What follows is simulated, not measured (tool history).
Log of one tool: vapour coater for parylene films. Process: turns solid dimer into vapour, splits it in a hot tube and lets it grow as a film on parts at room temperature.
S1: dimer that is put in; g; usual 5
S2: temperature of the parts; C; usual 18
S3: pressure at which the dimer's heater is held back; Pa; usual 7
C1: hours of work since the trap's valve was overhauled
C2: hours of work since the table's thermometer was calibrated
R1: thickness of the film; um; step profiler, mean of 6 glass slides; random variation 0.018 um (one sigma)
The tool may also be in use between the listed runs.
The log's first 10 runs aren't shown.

run	day	S1	S2	S3	C1	C2	R1
11	7.662	3	18	7	105	843	0.65
12	8.567	3	18	7	122	860	0.64
13	9.396	3	18	7	137	875	0.69
14	9.817	3	18	7	145	882	0.64
15	10.729	5	18	7	161	899	1.09
# day 10.862: table's thermometer calibrated
16	11.504	5	18	6.78	174	12	1.11
17	12.488	5	18	6.78	192	29	1.06
18	12.967	4	18	6.78	201	38	0.89
19	13.896	4	18	6.78	218	55	0.88
20	14.492	4	18	6.78	229	66	0.83
21	14.9	5	18	7	236	73	1.04
# day 15.171: trap's valve overhauled
# day 15.679: table's thermometer calibrated, once more
22	15.817	3	21	7	11	2	0.61
23	16.329	3	21	7	20	12	0.64
24	17.221	3	21	7	36	28	0.61
25	18.008	9	11	4.05	51	42	2.9
26	18.933	2	25	2.01	68	59	0.48
27	19.517	2	23	3.01	78	70	0.47
28	20.196	5	23	7	90	82	0.92
29	20.704	2	11	11.9	100	91	0.5
30	21.125	2	29	2.16	107	99	0.39
31	21.838	3	18	6.58	120	112	0.67
32	22.538	3	18	6.58	133	124	0.64

Run 33 comes next. What will it give?
33	23.312	3	18	6.58	147	139	?

{"run 33": {"R1": 0.65}}
Without the tool's hidden state the same run would have given R1 0.71 um.
